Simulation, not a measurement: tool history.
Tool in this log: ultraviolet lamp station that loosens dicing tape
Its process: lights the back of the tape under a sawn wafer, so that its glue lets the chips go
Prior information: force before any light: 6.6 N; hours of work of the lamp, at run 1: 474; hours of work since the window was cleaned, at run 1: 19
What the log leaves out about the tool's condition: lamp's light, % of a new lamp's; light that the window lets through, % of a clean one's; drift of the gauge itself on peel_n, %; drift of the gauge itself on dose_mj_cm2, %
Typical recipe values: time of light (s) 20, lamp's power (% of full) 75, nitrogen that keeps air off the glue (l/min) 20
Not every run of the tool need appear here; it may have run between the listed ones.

run	hour	time of light (s)	lamp's power (% of full)	nitrogen that keeps air off the glue (l/min)	hours of work of the lamp	hours of work since the window was cleaned	force that peels the tape off (N)	light that reached the tape (J/m2)
1	0	20	75	20	474	19	0.809	3180
2	15.4	20	75	20	487	31	0.827	3150
3	27.5	20	75	20	496	41	0.849	3080
4	38.4	20	75	20	505	50	0.899	3090
5	56.4	20	75	20	519	64	0.915	3050
6	73.8	20	75	20	533	77	0.871	3000
7	93.9	20	75	14	548	93	1.16	3000
8	112.5	20	75	14	563	108	1.146	2940
9	121.5	20	75	14	570	115	1.191	2920
10	132.6	20	75	14	579	124	1.185	2870
11	147.6	20	75	33	591	136	0.794	2840
12	156.5	25	75	33	598	143	0.487	3600
13	170.8	20	74	20	609	154	1.065	2770
# hour 172.4: window cleaned of glue's vapour
14	188.9	20	75	20	623	13	1.164	2580
15	200.4	20	75	20	632	22	1.207	2590
16	209.3	20	75	20	639	29	1.189	2570
17	222.2	20	75	20	649	39	1.184	2560
# hour 229.7: window cleaned of glue's vapour, once more
18	236.7	20	75	20	660	6	0.924	3010
19	246.9	20	82	20	668	14	0.756	3320
20	257.1	17	95	23	676	22	0.729	3250
21	276.2	27	95	10	691	37	0.489	5080
22	290.6	18	71	20	703	48	1.265	2500
23	311.3	31	95	20	719	64	0.207	5620
24	324.7	28	82	11	730	75	0.619	4360
25	334.4	28	82	11	737	83	0.644	4380
26	349.9	28	82	11	750	95	0.671	4310
27	359.1	38	96	20	757	102	0.125	6760
28	376.8	32	75	30	771	116	0.293	4420
29	393.3	10	100	11	784	129	2.384	1820
30	404.5	32	88	20	793	138	0.275	5070
31	413	29	95	7	799	145	0.693	4920
32	422.3	16	95	7	807	152	1.872	2710
33	440.4	20	87	17	821	166	0.95	3070
34	451	20	87	17	829	175	0.994	3020

Run 35, settings as shown, results not yet in. Your forecast:
35	470.9	20	80	8	845	190	?	?

force that peels the tape off (N): 1.749
light that reached the tape (J/m2): 2730
If the tool had no hidden condition, the same run with the same run-to-run variation would have returned force that peels the tape off (N) 1.04, light that reached the tape (J/m2) 3840.
